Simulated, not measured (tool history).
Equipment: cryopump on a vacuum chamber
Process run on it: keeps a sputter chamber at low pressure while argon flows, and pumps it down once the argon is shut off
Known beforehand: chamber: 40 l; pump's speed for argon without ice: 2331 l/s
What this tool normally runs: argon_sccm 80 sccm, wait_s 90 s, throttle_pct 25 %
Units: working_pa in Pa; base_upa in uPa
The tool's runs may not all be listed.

| run | hour | argon_sccm | wait_s | throttle_pct | working_pa | base_upa |
|---|---|---|---|---|---|---|
| 1 | 0 | 80 | 90 | 25 | 0.2612 | 2.23 |
| 2 | 7.5 | 80 | 90 | 25 | 0.2669 | 2.19 |
| 3 | 15 | 80 | 90 | 25 | 0.2666 | 2.18 |
|  | 24.5 | pump warmed up, emptied and cooled again |
| 4 | 33.6 | 80 | 90 | 25 | 0.2331 | 1.67 |
| 5 | 49.2 | 72 | 90 | 25 | 0.2095 | 1.73 |
| 6 | 64 | 80 | 90 | 25 | 0.2339 | 1.72 |
| 7 | 76.9 | 80 | 90 | 25 | 0.235 | 1.78 |
| 8 | 92.4 | 80 | 90 | 25 | 0.2348 | 1.78 |
| 9 | 100.8 | 80 | 195 | 25 | 0.2373 | 1.45 |
| 10 | 114.7 | 80 | 195 | 25 | 0.2375 | 1.47 |
| 11 | 127.4 | 80 | 90 | 18 | 0.3281 | 1.79 |
| 12 | 137.2 | 80 | 90 | 25 | 0.2362 | 1.83 |
| 13 | 150 | 54 | 90 | 26 | 0.1548 | 1.86 |
| 14 | 163.9 | 47 | 90 | 25 | 0.1409 | 1.89 |
| 15 | 175.2 | 47 | 90 | 25 | 0.1402 | 1.88 |
| 16 | 183.6 | 60 | 90 | 16 | 0.2783 | 1.91 |
| 17 | 199.1 | 60 | 90 | 16 | 0.2775 | 1.98 |
| 18 | 211.7 | 80 | 23 | 22 | 0.2749 | 4.12 |
| 19 | 227.7 | 80 | 90 | 22 | 0.2722 | 2.05 |
| 20 | 234.9 | 80 | 90 | 22 | 0.2735 | 2.06 |
| 21 | 243.6 | 80 | 275 | 25 | 0.2443 | 1.58 |
| 22 | 254.3 | 33 | 24 | 26 | 0.096 | 4.03 |
| 23 | 267.2 | 80 | 69 | 29 | 0.2133 | 2.26 |

Predict each of these 3 candidate next runs independently; none follows another, all start after run 23:
| A | 275.4 | 78 | 69 | 40 | ? | ? |
| B | 275.4 | 58 | 150 | 21 | ? | ? |
| C | 275.4 | 80 | 29 | 29 | ? | ? |

| run | working_pa | base_upa |
|---|---|---|
| A | 0.1545 | 2.37 |
| B | 0.2103 | 1.85 |
| C | 0.2143 | 3.55 |
What these runs would have given with no unlogged condition in the tool:
| run | working_pa | base_upa |
|---|---|---|
| A | 0.1414 | 1.06 |
| B | 0.2005 | 0.55 |
| C | 0.2008 | 2.28 |

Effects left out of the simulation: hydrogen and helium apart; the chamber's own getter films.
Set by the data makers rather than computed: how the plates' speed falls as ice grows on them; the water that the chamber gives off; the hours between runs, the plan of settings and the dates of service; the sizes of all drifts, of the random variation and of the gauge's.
